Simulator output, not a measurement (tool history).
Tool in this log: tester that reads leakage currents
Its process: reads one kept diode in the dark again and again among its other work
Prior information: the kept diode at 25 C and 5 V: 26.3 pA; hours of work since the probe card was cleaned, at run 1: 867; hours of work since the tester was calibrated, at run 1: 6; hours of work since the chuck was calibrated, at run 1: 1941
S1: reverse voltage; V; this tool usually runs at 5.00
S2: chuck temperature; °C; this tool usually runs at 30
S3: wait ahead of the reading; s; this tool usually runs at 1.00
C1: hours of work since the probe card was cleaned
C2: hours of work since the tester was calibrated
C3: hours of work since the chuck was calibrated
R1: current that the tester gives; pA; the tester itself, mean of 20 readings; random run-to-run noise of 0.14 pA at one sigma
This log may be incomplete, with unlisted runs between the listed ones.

run   hour    S1  S2    S3    C1   C2    C3     R1
  1    0.0  5.00  30  1.00   867    6  1941  43.00
  2   19.5  5.00  30  1.00   880   19  1954  42.85
  3   44.8  5.00  30  1.00   897   36  1971  42.86
  4   78.7  5.00  30  1.00   920   59  1993  43.13
  5  121.4  5.00  30  1.00   949   87  2022  43.10
  6  147.8  5.00  30  1.00   966  105  2040  42.78
  7  177.1  5.00  30  1.00   986  125  2060  43.22
  8  197.1  5.00  30  1.00  1000  138  2073  43.18
  9  221.3  5.00  30  1.00  1016  155  2089  42.84
 10  245.1  5.00  30  1.00  1032  171  2105  43.06
 11  273.8  1.62  30  1.00  1051  190  2125  27.09
 12  305.1  1.55  30  0.52  1072  211  2146  27.01
 13  337.7  1.55  30  0.52  1094  233  2168  26.96

Run 14 comes next. What will it give?
 14  381.8  4.85  56  4.80  1124  263  2197   ?

R1: 368.45 pA
Take away the tool's hidden state, keep the run-to-run variation as it was, and the same run would have given R1 369.27 pA.
